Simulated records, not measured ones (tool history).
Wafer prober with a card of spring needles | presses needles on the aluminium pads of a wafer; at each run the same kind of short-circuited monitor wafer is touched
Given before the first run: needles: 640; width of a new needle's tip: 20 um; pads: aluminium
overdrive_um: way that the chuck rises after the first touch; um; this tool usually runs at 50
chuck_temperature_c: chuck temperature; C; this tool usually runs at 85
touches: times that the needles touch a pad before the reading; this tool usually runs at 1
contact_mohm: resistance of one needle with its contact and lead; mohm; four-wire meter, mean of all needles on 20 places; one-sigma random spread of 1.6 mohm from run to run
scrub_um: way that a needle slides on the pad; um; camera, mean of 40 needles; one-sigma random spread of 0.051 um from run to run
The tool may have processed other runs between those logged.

Run 1, day 0.000: usual settings. Result: contact_mohm 154 mohm, scrub_um 12.33 um.
At day 0.650: tips cleaned on abrasive film.
Run 2, day 0.779: usual settings. Result: contact_mohm 171 mohm, scrub_um 12.31 um.
At day 1.325: tips cleaned on abrasive film.
Run 3, day 1.325: usual settings but overdrive_um 67 um. Result: contact_mohm 152 mohm, scrub_um 16.56 um.
At day 2.033: tips cleaned on abrasive film.
Run 4, day 2.233: usual settings. Result: contact_mohm 174 mohm, scrub_um 12.34 um.
At day 2.742: tips cleaned on abrasive film.
Run 5, day 3.200: usual settings. Result: contact_mohm 195 mohm, scrub_um 12.31 um.
At day 3.425: tips cleaned on abrasive film.
Run 6, day 3.738: usual settings. Result: contact_mohm 183 mohm, scrub_um 12.12 um.
At day 4.167: tips cleaned on abrasive film.
Run 7, day 4.729: usual settings. Result: contact_mohm 202 mohm, scrub_um 12.20 um.
At day 4.883: tips cleaned on abrasive film.
At day 5.550: tips cleaned on abrasive film.
Run 8, day 5.946: usual settings. Result: contact_mohm 187 mohm, scrub_um 12.23 um.
At day 6.279: tips cleaned on abrasive film.
At day 7.004: tips cleaned on abrasive film.
Run 9, day 7.175: usual settings. Result: contact_mohm 175 mohm, scrub_um 12.23 um.
At day 7.683: tips cleaned on abrasive film.
Run 10, day 8.075: usual settings. Result: contact_mohm 189 mohm, scrub_um 12.16 um.
At day 8.371: tips cleaned on abrasive film.
Run 11, day 8.942: usual settings. Result: contact_mohm 201 mohm, scrub_um 12.07 um.
At day 9.112: tips cleaned on abrasive film.
At day 9.833: tips cleaned on abrasive film.
Run 12, day 10.033: usual settings. Result: contact_mohm 174 mohm, scrub_um 12.05 um.
At day 10.554: tips cleaned on abrasive film.
Run 13, day 10.900: usual settings. Result: contact_mohm 189 mohm, scrub_um 12.10 um.
At day 11.229: tips cleaned on abrasive film.
At day 11.888: tips cleaned on abrasive film.
Run 14, day 11.908: usual settings. Result: contact_mohm 159 mohm, scrub_um 11.93 um.
At day 12.596: tips cleaned on abrasive film.
Run 15, day 12.775: usual settings. Result: contact_mohm 177 mohm, scrub_um 12.14 um.
At day 13.329: tips cleaned on abrasive film.
Run 16, day 13.396: usual settings. Result: contact_mohm 161 mohm, scrub_um 12.06 um.
At day 13.896: height of the first contact set anew.
At day 14.012: tips cleaned on abrasive film.
Run 17, day 14.529: usual settings but chuck_temperature_c 82 C, touches 2. Result: contact_mohm 178 mohm, scrub_um 12.53 um.
At day 14.700: tips cleaned on abrasive film.
At day 15.392: tips cleaned on abrasive film.
Run 18, day 15.500: usual settings but chuck_temperature_c 55 C, touches 2. Result: contact_mohm 151 mohm, scrub_um 12.54 um.
At day 16.096: tips cleaned on abrasive film.
Run 19, day 16.708: usual settings but chuck_temperature_c 72 C, touches 2. Result: contact_mohm 177 mohm, scrub_um 12.49 um.
At day 16.792: tips cleaned on abrasive film.
Run 20, day 17.254: usual settings but chuck_temperature_c 72 C, touches 2. Result: contact_mohm 175 mohm, scrub_um 12.52 um.
At day 17.504: tips cleaned on abrasive film.
Run 21, day 17.929: usual settings but overdrive_um 39 um, chuck_temperature_c 66 C, touches 2. Result: contact_mohm 198 mohm, scrub_um 9.76 um.
At day 18.208: tips cleaned on abrasive film.
Run 22, day 18.671: usual settings but overdrive_um 36 um, chuck_temperature_c 66 C. Result: contact_mohm 239 mohm, scrub_um 8.99 um.
At day 18.954: tips cleaned on abrasive film.
At day 19.650: tips cleaned on abrasive film.
Run 23, day 19.812: usual settings but overdrive_um 63 um, chuck_temperature_c 110 C, touches 2. Result: contact_mohm 162 mohm, scrub_um 15.79 um.
At day 20.379: tips cleaned on abrasive film.
Run 24, day 20.783: usual settings but overdrive_um 36 um, chuck_temperature_c 59 C. Result: contact_mohm 233 mohm, scrub_um 8.97 um.
At day 21.042: tips cleaned on abrasive film.
At day 21.725: tips cleaned on abrasive film.
Run 25, day 21.904: usual settings but overdrive_um 32 um, chuck_temperature_c 73 C. Result: contact_mohm 215 mohm, scrub_um 7.87 um.
At day 22.383: tips cleaned on abrasive film.
Run 26, day 23.025: usual settings but overdrive_um 32 um, chuck_temperature_c 73 C. Result: contact_mohm 283 mohm, scrub_um 7.86 um.
At day 23.092: tips cleaned on abrasive film.
At day 23.750: tips cleaned on abrasive film.
Run 27, day 23.771: usual settings but overdrive_um 32 um, chuck_temperature_c 73 C. Result: contact_mohm 175 mohm, scrub_um 7.79 um.
At day 24.467: tips cleaned on abrasive film.
Run 28, day 24.888: usual settings but overdrive_um 37 um, chuck_temperature_c 73 C. Result: contact_mohm 235 mohm, scrub_um 9.03 um.
At day 25.200: tips cleaned on abrasive film.
At day 25.850: tips cleaned on abrasive film.
Run 29, day 25.862: usual settings but chuck_temperature_c 82 C, touches 2. Result: contact_mohm 155 mohm, scrub_um 12.27 um.
At day 26.546: tips cleaned on abrasive film.
Run 30, day 26.567: usual settings but chuck_temperature_c 49 C, touches 2. Result: contact_mohm 148 mohm, scrub_um 12.31 um.
At day 27.221: tips cleaned on abrasive film.
Run 31, day 27.238: usual settings but chuck_temperature_c 49 C, touches 2. Result: contact_mohm 145 mohm, scrub_um 12.33 um.

For some of the steps in contact_mohm from one run to the next: how much would appear even if the tool had no hidden state, given the settings, what came in and random variation, and how much remains for the hidden state plus any gauge scatter that the measured result and the result without hidden state don't share?
Unlogged tool condition in this case: debris on the tips, nm; way that the needles fall short of the set height, um; tips' diameter, um; drift of the gauge itself on contact_mohm, %; drift of the gauge itself on scrub_um, %.
Run 22 -> 23: overdrive_um 36 -> 63, chuck_temperature_c 66 -> 110, touches 1 -> 2, tips cleaned on abrasive film, tips cleaned on abrasive film. contact_mohm -77 mohm: hidden state -75, all else -2.
Run 26 -> 27: tips cleaned on abrasive film, tips cleaned on abrasive film. contact_mohm -108 mohm: hidden state -108, all else +0.
Run 28 -> 29: overdrive_um 37 -> 50, chuck_temperature_c 73 -> 82, touches 1 -> 2, tips cleaned on abrasive film, tips cleaned on abrasive film. contact_mohm -80 mohm: hidden state -79, all else -1.

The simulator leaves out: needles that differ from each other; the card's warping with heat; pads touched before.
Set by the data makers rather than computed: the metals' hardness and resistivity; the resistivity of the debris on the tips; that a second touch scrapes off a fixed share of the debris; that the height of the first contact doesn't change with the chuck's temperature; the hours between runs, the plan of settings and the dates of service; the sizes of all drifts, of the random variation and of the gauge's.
